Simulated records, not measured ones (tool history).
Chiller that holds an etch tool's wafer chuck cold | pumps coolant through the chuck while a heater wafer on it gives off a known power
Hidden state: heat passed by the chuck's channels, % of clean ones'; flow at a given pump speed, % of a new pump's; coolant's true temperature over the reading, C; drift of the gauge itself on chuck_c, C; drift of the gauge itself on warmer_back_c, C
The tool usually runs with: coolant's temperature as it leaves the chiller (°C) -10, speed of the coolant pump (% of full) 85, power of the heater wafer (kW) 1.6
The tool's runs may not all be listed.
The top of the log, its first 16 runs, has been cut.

run    hour  coolant's temperature as it leaves the chiller (°C)  speed of the coolant pump (% of full)  power of the heater wafer (kW)  hours since the coolant was changed and the channels were flushed  hours since the pump was overhauled  hours since the chiller's thermometer was calibrated  chuck's temperature once it has settled (°C)  how much warmer the coolant comes back (C)
 17  1490.9                                                  -10                                     85                             1.6                                                               4192                                 5542                                                  3460                                          2.74                                        3.88
 18  1577.4                                                  -14                                     70                             1.6                                                               4279                                 5628                                                  3547                                          0.64                                        4.63
 19  1640.8                                                  -12                                     77                           0.996                                                               4342                                 5692                                                  3610                                          -3.5                                        2.68
 20  1760.7                                                   -5                                     77                           2.076                                                               4462                                 5811                                                  3730                                         12.88                                        5.56
 21  1844.2                                                   -5                                     85                           1.643                                                               4545                                 5895                                                  3813                                          8.37                                        3.95
 22  1970.9                                                   -5                                     85                           1.643                                                               4672                                 6022                                                  3940                                           8.1                                        3.98
 23  2054.2                                                  -17                                     64                           0.871                                                               4755                                 6105                                                  4023                                         -8.62                                        2.79
 24  2154.4                                                  -17                                     64                           0.871                                                               4855                                 6205                                                  4124                                         -8.66                                        2.77
 25  2247.5                                                  -17                                     64                           0.871                                                               4949                                 6298                                                  4217                                         -8.67                                        2.77
 26  2343.8                                                  -17                                     64                           0.871                                                               5045                                 6395                                                  4313                                         -8.67                                        2.78
 27  2467.4                                                  -10                                     96                           0.869                                                               5168                                 6518                                                  4437                                         -3.73                                        1.93
 28  2580.1                                                  -10                                     96                           0.869                                                               5281                                 6631                                                  4549                                         -3.64                                         1.9
 29  2678.3                                                  -12                                     67                             1.6                                                               5379                                 6729                                                  4648                                          3.31                                        4.89
 30  2755.7                                                  -10                                     63                           1.194                                                               5457                                 6806                                                  4725                                          1.74                                        3.95

Run 31 comes next. What will it give?
 31  2814.5                                                   -8                                     75                           1.528                                                               5516                                 6865                                                  4784                                             ?                                           ?

Logged for run 31: chuck's temperature once it has settled (°C) 5.36, how much warmer the coolant comes back (C) 4.27.
The same run, on a tool lacking any hidden state, would have yielded chuck's temperature once it has settled (°C) 4.17, how much warmer the coolant comes back (C) 3.91.
